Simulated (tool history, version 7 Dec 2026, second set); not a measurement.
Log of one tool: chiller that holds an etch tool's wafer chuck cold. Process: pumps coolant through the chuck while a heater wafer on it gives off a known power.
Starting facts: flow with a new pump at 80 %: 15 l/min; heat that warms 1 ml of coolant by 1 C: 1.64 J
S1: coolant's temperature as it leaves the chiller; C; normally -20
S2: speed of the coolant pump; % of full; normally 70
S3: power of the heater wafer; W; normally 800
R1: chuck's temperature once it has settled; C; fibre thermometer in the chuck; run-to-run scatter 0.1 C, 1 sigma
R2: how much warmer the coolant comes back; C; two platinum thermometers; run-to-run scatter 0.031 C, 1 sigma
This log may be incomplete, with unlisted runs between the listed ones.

run 1 day=0.000 | S1=-20 S2=70 S3=800 | R1=-10.4 R2=2.23
run 2 day=2.958 | S1=-20 S2=70 S3=800 | R1=-10.7 R2=2.22
run 3 day=6.054 | S1=-20 S2=70 S3=1152 | R1=-6.4 R2=3.21
run 4 day=8.733 | S1=-17 S2=70 S3=1152 | R1=-3.4 R2=3.21
run 5 day=11.342 | S1=-17 S2=70 S3=1152 | R1=-3.4 R2=3.22
run 6 day=13.508 | S1=-17 S2=70 S3=1152 | R1=-3.3 R2=3.19
run 7 day=16.492 | S1=-17 S2=70 S3=1152 | R1=-3.4 R2=3.20
run 8 day=18.475 | S1=-17 S2=70 S3=1152 | R1=-3.4 R2=3.14
-- day=21.779 coolant changed, channels flushed
run 9 day=21.792 | S1=-17 S2=70 S3=1152 | R1=-3.4 R2=3.19
run 10 day=24.725 | S1=-17 S2=70 S3=1152 | R1=-3.4 R2=3.15
run 11 day=26.929 | S1=-17 S2=70 S3=1152 | R1=-3.5 R2=3.12
run 12 day=30.225 | S1=-17 S2=70 S3=1152 | R1=-3.5 R2=3.08
run 13 day=31.808 | S1=-17 S2=70 S3=1152 | R1=-3.6 R2=3.12
run 14 day=33.592 | S1=-20 S2=70 S3=446 | R1=-14.7 R2=1.14
run 15 day=35.446 | S1=-20 S2=70 S3=446 | R1=-14.6 R2=1.16
run 16 day=37.200 | S1=-27 S2=70 S3=800 | R1=-17.6 R2=2.10
run 17 day=40.133 | S1=-20 S2=92 S3=1143 | R1=-8.9 R2=2.34
run 18 day=41.617 | S1=-20 S2=92 S3=1143 | R1=-8.8 R2=2.29
run 19 day=43.942 | S1=-20 S2=92 S3=1143 | R1=-8.8 R2=2.27
run 20 day=46.038 | S1=-24 S2=92 S3=1044 | R1=-13.8 R2=2.06
run 21 day=48.138 | S1=-22 S2=62 S3=695 | R1=-13.0 R2=2.01
run 22 day=50.196 | S1=-27 S2=85 S3=800 | R1=-18.9 R2=1.69
run 23 day=52.275 | S1=-27 S2=85 S3=800 | R1=-19.0 R2=1.67
run 24 day=55.254 | S1=-13 S2=87 S3=437 | R1=-8.6 R2=0.78
run 25 day=58.433 | S1=-20 S2=70 S3=1051 | R1=-7.6 R2=2.79
run 26 day=60.512 | S1=-12 S2=95 S3=640 | R1=-6.2 R2=1.07
run 27 day=61.896 | S1=-20 S2=96 S3=404 | R1=-16.2 R2=0.64
-- day=62.929 gauge calibrated
run 28 day=64.388 | S1=-11 S2=84 S3=404 | R1=-6.9 R2=0.95
run 29 day=66.550 | S1=-15 S2=97 S3=478 | R1=-10.6 R2=0.92
run 30 day=69.792 | S1=-15 S2=63 S3=1150 | R1=-0.5 R2=3.52
run 31 day=72.862 | S1=-22 S2=67 S3=957 | R1=-10.4 R2=2.78

Per-run results on a tool with no hidden state, each run keeping its own random variation:
The tool's hidden condition here consists of: heat passed by the chuck's channels, % of clean ones'; flow at a given pump speed, % of a new pump's; coolant's true temperature over the reading, C; drift of the gauge itself on chuck_c, C; drift of the gauge itself on warmer_back_c, C.
run=1 R2=2.23
run=2 R2=2.23
run=3 R2=3.23
run=4 R2=3.24
run=5 R2=3.25
run=6 R2=3.23
run=7 R2=3.25
run=8 R2=3.20
run=9 R2=3.26
run=10 R2=3.23
run=11 R2=3.20
run=12 R2=3.18
run=13 R2=3.22
run=14 R2=1.24
run=15 R2=1.27
run=16 R2=2.22
run=17 R2=2.47
run=18 R2=2.42
run=19 R2=2.41
run=20 R2=2.20
run=21 R2=2.16
run=22 R2=1.85
run=23 R2=1.83
run=24 R2=0.95
run=25 R2=2.98
run=26 R2=1.26
run=27 R2=0.84
run=28 R2=0.96
run=29 R2=0.93
run=30 R2=3.53
run=31 R2=2.81
For R1, the value without the hidden state is never more than 0.1 C from the measured value.
